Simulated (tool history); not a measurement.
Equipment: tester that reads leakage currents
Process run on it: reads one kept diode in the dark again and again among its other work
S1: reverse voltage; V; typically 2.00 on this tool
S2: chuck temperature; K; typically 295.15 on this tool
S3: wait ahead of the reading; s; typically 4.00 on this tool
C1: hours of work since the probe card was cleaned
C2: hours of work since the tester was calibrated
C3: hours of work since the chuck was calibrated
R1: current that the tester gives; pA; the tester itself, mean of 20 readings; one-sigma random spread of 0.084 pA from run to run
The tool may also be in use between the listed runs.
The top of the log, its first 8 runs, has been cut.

| run | hour | S1 | S2 | S3 | C1 | C2 | C3 | R1 |
|---|---|---|---|---|---|---|---|---|
| 9 | 578.9 | 2.00 | 295.15 | 4.00 | 499 | 814 | 448 | 23.79 |
| 10 | 646.6 | 2.00 | 297.15 | 4.00 | 537 | 852 | 486 | 27.66 |
| 11 | 687.5 | 2.00 | 297.15 | 4.00 | 560 | 875 | 509 | 27.57 |
| 12 | 771.3 | 2.00 | 297.15 | 4.00 | 607 | 923 | 556 | 27.74 |
| 13 | 815.9 | 2.00 | 297.15 | 4.00 | 633 | 948 | 581 | 27.98 |
|  | 881.4 | chuck's temperature calibrated |
| 14 | 905.5 | 2.00 | 297.15 | 4.00 | 682 | 997 | 14 | 26.22 |
| 15 | 989.0 | 2.00 | 295.15 | 4.00 | 729 | 1044 | 61 | 22.96 |
| 16 | 1038.2 | 2.00 | 295.15 | 4.00 | 757 | 1072 | 88 | 22.96 |
| 17 | 1118.3 | 2.86 | 312.15 | 1.06 | 802 | 1117 | 133 | 92.37 |
| 18 | 1157.1 | 2.86 | 312.15 | 1.06 | 824 | 1139 | 155 | 92.10 |
| 19 | 1234.6 | 3.08 | 299.15 | 0.37 | 867 | 1182 | 199 | 41.80 |
| 20 | 1291.3 | 4.40 | 295.15 | 4.00 | 899 | 1214 | 231 | 37.27 |
| 21 | 1355.6 | 6.70 | 318.15 | 1.09 | 935 | 1251 | 267 | 226.15 |
| 22 | 1420.7 | 6.70 | 318.15 | 1.09 | 972 | 1287 | 304 | 227.30 |
| 23 | 1458.2 | 6.70 | 318.15 | 1.09 | 993 | 1308 | 325 | 227.75 |
| 24 | 1542.1 | 6.70 | 318.15 | 1.09 | 1041 | 1356 | 372 | 228.55 |
| 25 | 1623.6 | 6.70 | 308.15 | 1.15 | 1086 | 1402 | 418 | 120.47 |
| 26 | 1699.7 | 1.65 | 324.15 | 0.36 | 1129 | 1444 | 461 | 148.11 |
| 27 | 1762.9 | 1.71 | 295.15 | 1.96 | 1165 | 1480 | 497 | 22.14 |
| 28 | 1837.4 | 1.82 | 304.15 | 0.50 | 1207 | 1522 | 539 | 43.89 |
| 29 | 1925.5 | 1.82 | 304.15 | 0.50 | 1256 | 1572 | 588 | 44.30 |
|  | 1979.0 | chuck's temperature calibrated |
| 30 | 2007.0 | 1.82 | 325.15 | 6.66 | 1301 | 1616 | 16 | 159.41 |
| 31 | 2067.7 | 6.63 | 295.15 | 1.50 | 1335 | 1651 | 50 | 47.17 |

Consider 5 possible next runs. They are alternatives, not a sequence: every one starts from the tool as it was left by run 31. What does each give?
| A | 2146.6 | 2.00 | 293.15 | 0.74 | 1380 | 1695 | 94 | ? |
| B | 2146.6 | 6.63 | 325.15 | 1.50 | 1380 | 1695 | 94 | ? |
| C | 2146.6 | 1.08 | 309.15 | 4.00 | 1380 | 1695 | 94 | ? |
| D | 2146.6 | 2.14 | 313.15 | 4.00 | 1380 | 1695 | 94 | ? |
| E | 2146.6 | 2.00 | 295.15 | 1.30 | 1380 | 1695 | 94 | ? |

| run | R1 |
|---|---|
| A | 20.56 |
| B | 337.81 |
| C | 42.58 |
| D | 82.64 |
| E | 23.25 |
Take away the tool's hidden state, keep each run's random variation, and the runs would have read:
| run | R1 |
|---|---|
| A | 19.96 |
| B | 333.81 |
| C | 42.02 |
| D | 81.56 |
| E | 22.64 |
